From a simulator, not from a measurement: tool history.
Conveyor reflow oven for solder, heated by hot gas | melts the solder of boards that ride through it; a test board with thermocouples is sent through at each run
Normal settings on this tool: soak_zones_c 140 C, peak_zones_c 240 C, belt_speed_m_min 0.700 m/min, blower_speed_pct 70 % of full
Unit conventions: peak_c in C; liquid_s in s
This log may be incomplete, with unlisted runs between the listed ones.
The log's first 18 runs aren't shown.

run	hour	soak_zones_c	peak_zones_c	belt_speed_m_min	blower_speed_pct	peak_c	liquid_s
19	211.5	135	248	0.762	87	229.9	46.50
20	223.4	135	248	0.762	87	230.2	46.45
21	231.2	135	248	0.762	87	229.9	46.55
22	240.0	140	230	0.786	70	210.7	35.87
23	256.1	140	230	0.786	70	210.6	35.74
24	265.8	140	230	0.786	70	210.5	35.77
25	281.3	141	254	0.695	55	230.9	52.97
26	294.7	127	238	0.586	70	225.0	56.12
27	308.1	136	250	0.807	66	223.7	41.01
28	322.6	141	246	0.700	74	229.2	52.04
29	333.4	148	240	0.700	70	224.3	51.75
30	342.3	148	240	0.700	59	221.5	49.96

Here are 3 independent what-if runs from the current tool condition. What would each one return?
A	354.9	146	251	0.700	70	?	?
B	354.9	129	255	0.700	70	?	?
C	354.9	143	252	0.700	51	?	?

run	peak_c	liquid_s
A	233.3	55.14
B	233.7	50.93
C	227.6	51.59
Had the tool no hidden state, the same runs would have come out as:
run	peak_c	liquid_s
A	233.7	55.13
B	234.4	51.10
C	227.9	51.64

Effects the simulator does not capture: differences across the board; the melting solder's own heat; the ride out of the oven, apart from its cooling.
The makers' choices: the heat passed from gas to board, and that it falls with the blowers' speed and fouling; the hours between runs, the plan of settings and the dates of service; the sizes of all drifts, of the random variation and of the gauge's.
